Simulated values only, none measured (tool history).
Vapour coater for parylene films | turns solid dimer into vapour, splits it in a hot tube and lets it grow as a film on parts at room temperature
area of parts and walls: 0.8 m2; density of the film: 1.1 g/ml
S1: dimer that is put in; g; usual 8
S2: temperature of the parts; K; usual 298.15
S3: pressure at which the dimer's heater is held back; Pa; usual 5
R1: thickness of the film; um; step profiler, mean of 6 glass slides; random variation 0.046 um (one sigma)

Run 1, hour 0: usual settings. Result: R1 5.26 um.
Run 2, hour 44: usual settings. Result: R1 5.15 um.
Run 3, hour 88.5: usual settings but S1 4 g. Result: R1 2.59 um.
Run 4, hour 132.7: usual settings but S1 4 g. Result: R1 2.56 um.
Run 5, hour 169.8: usual settings. Result: R1 5.21 um.
Run 6, hour 199.4: usual settings. Result: R1 5.15 um.
Run 7, hour 221.2: usual settings. Result: R1 5.16 um.
At hour 232.9: trap's valve overhauled.
Run 8, hour 246.7: usual settings but S1 9 g, S2 296.15 K. Result: R1 6.44 um.

The next listed run, before its measurement:
Run 9, hour 290.9: usual settings but S1 9 g, S2 296.15 K. Result: R1 ?.

R1: 6.31 um
Without the tool's hidden state the same run would have given R1 6.44 um.
